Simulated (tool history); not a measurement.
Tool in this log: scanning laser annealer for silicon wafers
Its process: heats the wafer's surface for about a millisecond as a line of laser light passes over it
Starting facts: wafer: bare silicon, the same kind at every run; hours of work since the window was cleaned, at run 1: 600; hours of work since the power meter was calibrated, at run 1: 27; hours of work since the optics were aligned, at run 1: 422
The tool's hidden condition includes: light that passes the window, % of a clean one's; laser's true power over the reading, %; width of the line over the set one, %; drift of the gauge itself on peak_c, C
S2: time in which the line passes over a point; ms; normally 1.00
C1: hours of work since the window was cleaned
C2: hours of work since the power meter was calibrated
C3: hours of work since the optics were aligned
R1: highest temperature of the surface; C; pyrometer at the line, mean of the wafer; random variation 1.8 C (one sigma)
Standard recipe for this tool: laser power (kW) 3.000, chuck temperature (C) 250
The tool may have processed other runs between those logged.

Run 1, hour 0.0: usual settings; C1 600; C2 27; C3 422. Result: R1 1029 C.
Run 2, hour 7.2: usual settings; C1 605; C2 32; C3 427. Result: R1 1028 C.
Run 3, hour 18.1: usual settings; C1 612; C2 39; C3 435. Result: R1 1028 C.
Run 4, hour 26.9: usual settings; C1 618; C2 45; C3 441. Result: R1 1026 C.
Run 5, hour 33.8: usual settings; C1 623; C2 50; C3 445. Result: R1 1029 C.
Run 6, hour 42.4: usual settings; C1 629; C2 56; C3 451. Result: R1 1025 C.
At hour 50.5: window over the wafer cleaned.
Run 7, hour 60.5: usual settings but laser power (kW) 2.632; C1 7; C2 67; C3 462. Result: R1 938 C.
Run 8, hour 72.8: usual settings but laser power (kW) 2.632; C1 15; C2 75; C3 471. Result: R1 936 C.
Run 9, hour 83.1: usual settings but laser power (kW) 2.632; C1 22; C2 82; C3 478. Result: R1 933 C.
Run 10, hour 91.1: usual settings; C1 28; C2 88; C3 483. Result: R1 1064 C.
Run 11, hour 102.5: usual settings; C1 36; C2 95; C3 491. Result: R1 1061 C.
Run 12, hour 114.2: usual settings but chuck temperature (C) 238; C1 44; C2 103; C3 499. Result: R1 1053 C.
Run 13, hour 127.8: usual settings but chuck temperature (C) 238; C1 53; C2 113; C3 508. Result: R1 1047 C.
Run 14, hour 140.5: usual settings but S2 0.80 ms; C1 61; C2 121; C3 517. Result: R1 990 C.
Run 15, hour 156.4: usual settings but S2 0.80 ms; C1 72; C2 132; C3 528. Result: R1 987 C.
Run 16, hour 169.1: usual settings but S2 1.22 ms; C1 81; C2 141; C3 536. Result: R1 1131 C.
Run 17, hour 185.3: usual settings but laser power (kW) 2.881; C1 92; C2 152; C3 547. Result: R1 1012 C.
Run 18, hour 198.3: usual settings but laser power (kW) 2.881; C1 101; C2 161; C3 556. Result: R1 1018 C.
Run 19, hour 205.5: usual settings but laser power (kW) 2.881; C1 106; C2 166; C3 561. Result: R1 1015 C.
Run 20, hour 220.3: usual settings; C1 116; C2 176; C3 571. Result: R1 1057 C.
Run 21, hour 227.1: usual settings; C1 121; C2 181; C3 576. Result: R1 1056 C.
Run 22, hour 243.2: usual settings but laser power (kW) 3.051, S2 0.86 ms; C1 132; C2 191; C3 587. Result: R1 1022 C.
Run 23, hour 259.7: usual settings but laser power (kW) 2.625, S2 1.05 ms, chuck temperature (C) 270; C1 143; C2 203; C3 598. Result: R1 960 C.
Run 24, hour 273.4: usual settings but laser power (kW) 2.625, S2 1.05 ms, chuck temperature (C) 270; C1 152; C2 212; C3 608. Result: R1 960 C.
Run 25, hour 285.2: usual settings but S2 0.98 ms, chuck temperature (C) 247; C1 160; C2 220; C3 616. Result: R1 1044 C.
At hour 289.3: laser's power meter calibrated.
Run 26, hour 296.8: usual settings but S2 0.98 ms, chuck temperature (C) 247; C1 166; C2 5; C3 621. Result: R1 1044 C.
Run 27, hour 312.3: usual settings but S2 1.22 ms, chuck temperature (C) 247; C1 177; C2 16; C3 632. Result: R1 1118 C.
Run 28, hour 325.2: usual settings but S2 1.22 ms, chuck temperature (C) 247; C1 186; C2 25; C3 641. Result: R1 1123 C.
Run 29, hour 338.2: usual settings but laser power (kW) 2.585, S2 0.95 ms, chuck temperature (C) 211; C1 194; C2 33; C3 650. Result: R1 856 C.
Run 30, hour 345.7: usual settings but laser power (kW) 2.585, S2 0.95 ms, chuck temperature (C) 211; C1 200; C2 39; C3 655. Result: R1 854 C.
At hour 360.3: laser's power meter calibrated, once more.
Run 31, hour 363.4: usual settings but laser power (kW) 2.585, S2 0.95 ms, chuck temperature (C) 211; C1 210; C2 2; C3 665. Result: R1 849 C.
Run 32, hour 376.6: usual settings but laser power (kW) 2.585, S2 0.82 ms, chuck temperature (C) 284; C1 219; C2 11; C3 674. Result: R1 885 C.
Run 33, hour 387.0: usual settings but laser power (kW) 3.128, S2 0.82 ms, chuck temperature (C) 262; C1 226; C2 18; C3 681. Result: R1 1037 C.
Run 34, hour 396.7: usual settings but laser power (kW) 2.739, S2 0.83 ms; C1 232; C2 25; C3 688. Result: R1 903 C.
Run 35, hour 406.9: usual settings but laser power (kW) 2.739, S2 0.83 ms; C1 239; C2 32; C3 695. Result: R1 899 C.
Run 36, hour 420.4: usual settings but laser power (kW) 3.285, S2 0.83 ms; C1 249; C2 41; C3 704. Result: R1 1077 C.
Run 37, hour 432.5: usual settings but laser power (kW) 2.772; C1 257; C2 49; C3 712. Result: R1 965 C.
Run 38, hour 446.9: usual settings but S2 0.75 ms; C1 267; C2 59; C3 722. Result: R1 952 C.
Run 39, hour 459.7: usual settings but S2 0.71 ms; C1 275; C2 68; C3 731. Result: R1 935 C.
Run 40, hour 469.0: usual settings but laser power (kW) 2.770, S2 0.91 ms, chuck temperature (C) 279; C1 282; C2 74; C3 737. Result: R1 963 C.

Had the tool no unlogged condition, and each run kept its random variation, what would the results have been?
run    R1
  1  1076
  2  1075
  3  1076
  4  1075
  5  1078
  6  1074
  7   948
  8   946
  9   944
 10  1077
 11  1075
 12  1067
 13  1062
 14  1004
 15  1002
 16  1150
 17  1030
 18  1036
 19  1033
 20  1078
 21  1077
 22  1043
 23   978
 24   979
 25  1067
 26  1066
 27  1143
 28  1149
 29   876
 30   874
 31   873
 32   908
 33  1067
 34   929
 35   925
 36  1111
 37   995
 38   983
 39   965
 40   994
